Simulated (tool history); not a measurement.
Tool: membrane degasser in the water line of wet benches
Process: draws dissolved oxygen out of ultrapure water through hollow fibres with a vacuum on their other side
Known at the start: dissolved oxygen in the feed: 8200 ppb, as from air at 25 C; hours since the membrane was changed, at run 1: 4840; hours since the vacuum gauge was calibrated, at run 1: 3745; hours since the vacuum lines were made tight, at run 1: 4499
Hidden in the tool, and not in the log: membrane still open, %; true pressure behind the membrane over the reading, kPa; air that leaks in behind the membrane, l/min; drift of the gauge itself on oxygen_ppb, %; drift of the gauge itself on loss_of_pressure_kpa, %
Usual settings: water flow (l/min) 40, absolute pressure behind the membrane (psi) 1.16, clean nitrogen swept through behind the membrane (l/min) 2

run    hour  water flow (l/min)  absolute pressure behind the membrane (psi)  clean nitrogen swept through behind the membrane (l/min)  hours since the membrane was changed  hours since the vacuum gauge was calibrated  hours since the vacuum lines were made tight  dissolved oxygen in the water behind the degasser (ppb)  pressure that the water loses in the fibres (psi)
  1       0                  40                                         1.16                                                         2                                  4840                                         3745                                          4499                                                      239                                              5.768
  2   127.9                  40                                         1.16                                                         2                                  4968                                         3873                                          4627                                                    242.8                                              5.771
  3   227.3                  31                                         1.16                                                         2                                  5067                                         3972                                          4727                                                    182.5                                              4.431
  4   287.2                  40                                         1.16                                                         2                                  5127                                         4032                                          4787                                                    241.2                                              5.704
  5   400.5                  40                                         1.16                                                         2                                  5240                                         4145                                          4900                                                    236.4                                              5.762
  6   456.9                  40                                         1.16                                                         2                                  5297                                         4202                                          4956                                                    239.1                                              5.745
  7   554.8                  40                                         1.16                                                         2                                  5394                                         4300                                          5054                                                    240.2                                              5.746
  8     617                  40                                         1.16                                                         2                                  5457                                         4362                                          5116                                                    241.1                                              5.762
  9   749.4                  40                                         1.16                                                         2                                  5589                                         4494                                          5249                                                    244.6                                              5.825
 10   806.6                  40                                         1.16                                                         2                                  5646                                         4552                                          5306                                                    240.1                                              5.786
 11   913.2                  40                                        1.923                                                         2                                  5753                                         4658                                          5413                                                    468.9                                               5.78
 12   974.1                  40                                        1.923                                                         2                                  5814                                         4719                                          5474                                                    460.2                                              5.793
 13  1094.7                  40                                        1.923                                                         2                                  5934                                         4840                                          5594                                                    459.9                                              5.755
 14    1176                  40                                         1.16                                                         2                                  6016                                         4921                                          5675                                                    243.8                                              5.807
 15  1298.9                  40                                         1.16                                                         2                                  6139                                         5044                                          5798                                                    244.2                                              5.767
 16  1414.8                  40                                         1.16                                                      1.17                                  6254                                         5160                                          5914                                                    371.7                                              5.812
 17  1538.8                  43                                         2.31                                                      2.13                                  6378                                         5284                                          6038                                                    576.3                                              6.242
 18  1634.7                  62                                        0.831                                                         2                                  6474                                         5380                                          6134                                                    290.9                                              8.931
 19  1695.5                  62                                        0.831                                                         2                                  6535                                         5440                                          6195                                                      286                                              8.982
 20  1779.1                  37                                        1.243                                                         2                                  6619                                         5524                                          6278                                                    246.3                                              5.388
 21  1835.5                  43                                        1.179                                                       3.4                                  6675                                         5580                                          6335                                                    181.5                                              6.186
 22  1922.9                  25                                        2.245                                                      2.56                                  6763                                         5668                                          6422                                                    289.4                                              3.607
 23  2025.3                  38                                        2.245                                                      2.56                                  6865                                         5770                                          6525                                                    435.1                                                5.5
 24  2151.6                  45                                         1.16                                                      2.86                                  6991                                         5897                                          6651                                                    216.1                                              6.596
 25  2213.7                  40                                        1.449                                                      2.13                                  7053                                         5959                                          6713                                                    312.1                                              5.786
 26  2298.5                  40                                        1.449                                                      2.13                                  7138                                         6043                                          6798                                                    316.2                                              5.822
 27  2357.1                  28                                        1.291                                                      3.62                                  7197                                         6102                                          6857                                                    116.6                                              4.116
 28  2416.8                  25                                         1.72                                                      4.56                                  7256                                         6162                                          6916                                                    121.4                                              3.649
 29  2525.5                  28                                        0.722                                                      2.13                                  7365                                         6270                                          7025                                                     72.2                                              4.081
 30  2582.9                  28                                        0.722                                                      2.13                                  7423                                         6328                                          7082                                                     69.5                                              4.039
 31    2701                  31                                        0.994                                                      1.46                                  7541                                         6446                                          7200                                                    194.4                                              4.519
 32  2755.2                  44                                        2.366                                                      2.02                                  7595                                         6500                                          7255                                                    636.9                                              6.422

Measured less the same run without the tool's hidden state. The same run-to-run variation is in both; the gauge's scatter may not be:
run  dissolved oxygen in the water behind the degasser (ppb)  pressure that the water loses in the fibres (psi)
  1                                                    +13.4                                             +0.152
  2                                                      +14                                             +0.157
  3                                                    +10.3                                             +0.123
  4                                                    +14.5                                             +0.161
  5                                                    +14.5                                             +0.164
  6                                                    +14.9                                             +0.167
  7                                                    +15.3                                             +0.171
  8                                                    +15.5                                             +0.173
  9                                                    +16.3                                              +0.18
 10                                                    +16.1                                             +0.178
 11                                                    +16.8                                             +0.183
 12                                                    +16.7                                             +0.186
 13                                                    +17.2                                             +0.189
 14                                                    +17.6                                             +0.193
 15                                                      +18                                             +0.196
 16                                                    +25.9                                             +0.199
 17                                                    +19.6                                             +0.219
 18                                                      +37                                             +0.319
 19                                                    +36.8                                             +0.325
 20                                                    +17.7                                             +0.196
 21                                                    +16.1                                             +0.229
 22                                                    +10.9                                             +0.135
 23                                                      +17                                             +0.209
 24                                                    +20.2                                             +0.254
 25                                                    +20.3                                             +0.226
 26                                                    +20.9                                             +0.229
 27                                                       +9                                             +0.161
 28                                                     +6.9                                             +0.146
 29                                                    +13.9                                             +0.165
 30                                                    +13.6                                             +0.167
 31                                                    +21.2                                             +0.189
 32                                                    +25.6                                              +0.27

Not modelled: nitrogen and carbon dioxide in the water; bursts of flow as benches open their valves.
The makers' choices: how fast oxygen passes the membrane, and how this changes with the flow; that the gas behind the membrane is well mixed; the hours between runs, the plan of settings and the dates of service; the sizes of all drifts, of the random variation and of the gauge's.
